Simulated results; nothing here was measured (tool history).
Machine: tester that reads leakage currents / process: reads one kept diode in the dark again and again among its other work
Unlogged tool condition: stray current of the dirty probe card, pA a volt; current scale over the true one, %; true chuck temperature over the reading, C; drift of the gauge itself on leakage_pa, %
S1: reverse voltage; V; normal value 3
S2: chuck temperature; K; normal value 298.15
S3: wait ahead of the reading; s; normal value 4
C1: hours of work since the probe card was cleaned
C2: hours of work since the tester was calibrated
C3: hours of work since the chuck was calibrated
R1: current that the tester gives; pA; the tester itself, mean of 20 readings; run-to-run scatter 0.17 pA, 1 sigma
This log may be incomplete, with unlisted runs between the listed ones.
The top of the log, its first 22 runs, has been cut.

run 23 hour=2678.7 | S1=1.55 S2=322.15 S3=3.19 | C1=255 C2=2213 C3=429 | R1=326.98
run 24 hour=2845.9 | S1=1.55 S2=322.15 S3=3.19 | C1=388 C2=2345 C3=561 | R1=328.57
run 25 hour=3014.5 | S1=2.56 S2=314.15 S3=4 | C1=521 C2=2478 C3=695 | R1=212.24
run 26 hour=3110.6 | S1=19.76 S2=322.15 S3=8.08 | C1=597 C2=2554 C3=771 | R1=952.56
run 27 hour=3230 | S1=3 S2=314.15 S3=2.05 | C1=692 C2=2649 C3=865 | R1=228.37
run 28 hour=3343 | S1=3 S2=314.15 S3=2.05 | C1=781 C2=2738 C3=954 | R1=229.94
run 29 hour=3505.6 | S1=2.38 S2=314.15 S3=6.17 | C1=910 C2=2867 C3=1083 | R1=208.17
run 30 hour=3643.6 | S1=2.68 S2=318.15 S3=5.12 | C1=1019 C2=2976 C3=1192 | R1=305.4
run 31 hour=3772.5 | S1=1.23 S2=310.15 S3=1.1 | C1=1121 C2=3078 C3=1294 | R1=114.91
run 32 hour=3872.1 | S1=3 S2=313.15 S3=1.77 | C1=1200 C2=3157 C3=1373 | R1=216.91
run 33 hour=4003.7 | S1=5.89 S2=313.15 S3=1.77 | C1=1304 C2=3261 C3=1477 | R1=289.33
run 34 hour=4179.5 | S1=3.13 S2=313.15 S3=6.29 | C1=1443 C2=3400 C3=1616 | R1=222.47
run 35 hour=4348.5 | S1=3.13 S2=313.15 S3=6.29 | C1=1576 C2=3534 C3=1750 | R1=223.18

Expected results for the next run?
run 36 hour=4497.4 | S1=3 S2=323.15 S3=5.04 | C1=1694 C2=3652 C3=1868 | R1=?

{"run 36": {"R1": 488.59}}
With the hidden condition absent and the run-to-run variation left alone, this run would have shown R1 469.49 pA.

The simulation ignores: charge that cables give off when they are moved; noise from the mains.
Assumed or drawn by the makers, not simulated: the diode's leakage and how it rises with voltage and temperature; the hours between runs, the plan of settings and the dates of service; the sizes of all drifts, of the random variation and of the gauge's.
